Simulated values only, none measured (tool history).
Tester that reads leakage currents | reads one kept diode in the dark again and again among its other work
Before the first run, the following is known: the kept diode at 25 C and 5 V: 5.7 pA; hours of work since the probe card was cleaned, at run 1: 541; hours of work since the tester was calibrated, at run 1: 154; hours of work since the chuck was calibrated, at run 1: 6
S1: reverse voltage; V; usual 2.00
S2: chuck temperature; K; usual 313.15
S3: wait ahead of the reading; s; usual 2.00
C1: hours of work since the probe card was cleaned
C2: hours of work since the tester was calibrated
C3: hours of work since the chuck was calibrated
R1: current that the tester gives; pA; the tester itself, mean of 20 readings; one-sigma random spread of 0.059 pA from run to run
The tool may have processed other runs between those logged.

run	day	S1	S2	S3	C1	C2	C3	R1
1	0.000	2.00	313.15	2.00	541	154	6	10.67
2	2.779	2.00	313.15	2.00	573	186	39	10.65
3	5.138	2.00	313.15	2.00	601	214	66	10.73
4	8.450	2.00	313.15	2.00	640	253	105	10.65
5	10.258	2.00	309.15	2.00	661	274	126	8.23
6	13.000	1.28	313.15	2.00	693	306	158	8.58
7	15.804	1.28	313.15	2.00	725	339	191	8.69
8	17.617	1.28	312.15	2.00	747	360	212	8.12
9	19.333	1.28	312.15	2.00	767	380	232	8.12
10	21.633	13.08	313.15	2.00	793	407	259	26.37
11	23.467	2.00	313.15	2.00	815	428	280	10.61
12	25.954	2.00	313.15	2.00	844	457	309	10.58
13	28.846	2.00	313.15	2.00	878	491	343	10.69
14	32.325	2.00	306.15	2.00	918	531	384	6.66
15	34.488	2.00	306.15	2.00	943	557	409	6.73
16	36.154	2.00	306.15	2.00	963	576	428	6.74
17	39.658	7.73	313.15	2.00	1004	617	469	20.37
18	42.638	7.73	313.15	2.00	1039	652	504	20.37
19	44.750	2.00	313.15	2.00	1063	676	529	10.63
20	48.146	2.00	313.15	2.00	1103	716	568	10.69
21	50.579	5.20	313.15	2.00	1131	744	597	16.87
22	54.125	5.20	313.15	2.00	1173	786	638	16.83
23	55.817	5.20	313.15	2.00	1192	806	658	16.89
24	58.267	3.05	301.15	2.96	1221	834	687	5.83
25	60.879	5.67	313.15	2.00	1252	865	717	17.53
26	63.233	5.67	302.15	1.55	1279	892	744	8.63
27	64.679	2.45	317.15	0.41	1296	909	761	15.91
28	67.962	15.54	313.15	2.00	1334	947	800	28.70
29	69.629	2.00	313.15	0.55	1354	967	819	11.02
30	72.521	14.15	313.15	0.55	1387	1001	853	29.70
31	74.917	1.63	320.15	7.11	1415	1028	881	15.10
32	77.575	1.63	320.15	0.95	1446	1060	912	15.32
33	80.992	13.28	294.15	2.50	1486	1099	952	7.65
34	82.992	1.19	295.15	1.75	1510	1123	975	2.45
# day 84.967: chuck's temperature calibrated
35	84.967	8.18	295.15	1.75	1532	1145	0	6.55
36	87.383	13.15	307.15	1.26	1560	1173	28	18.56
37	90.971	13.15	307.15	1.26	1602	1215	70	18.52
38	93.242	13.15	321.15	1.26	1628	1241	97	44.16
39	96.408	1.10	315.15	1.26	1665	1278	134	9.15
40	99.858	1.56	321.15	9.96	1706	1319	174	15.63

What if the next run were any one of these 4? Each begins from the tool's condition after run 40:
A	102.762	4.73	313.15	2.00	1739	1353	208	?
B	102.762	2.13	321.15	9.03	1739	1353	208	?
C	102.762	3.05	321.15	9.96	1739	1353	208	?
D	102.762	16.10	296.15	2.00	1739	1353	208	?

run	R1
A	16.05
B	18.12
C	21.55
D	9.87
Had the tool no hidden state, the same runs would have come out as:
run	R1
A	16.03
B	18.12
C	21.54
D	9.82
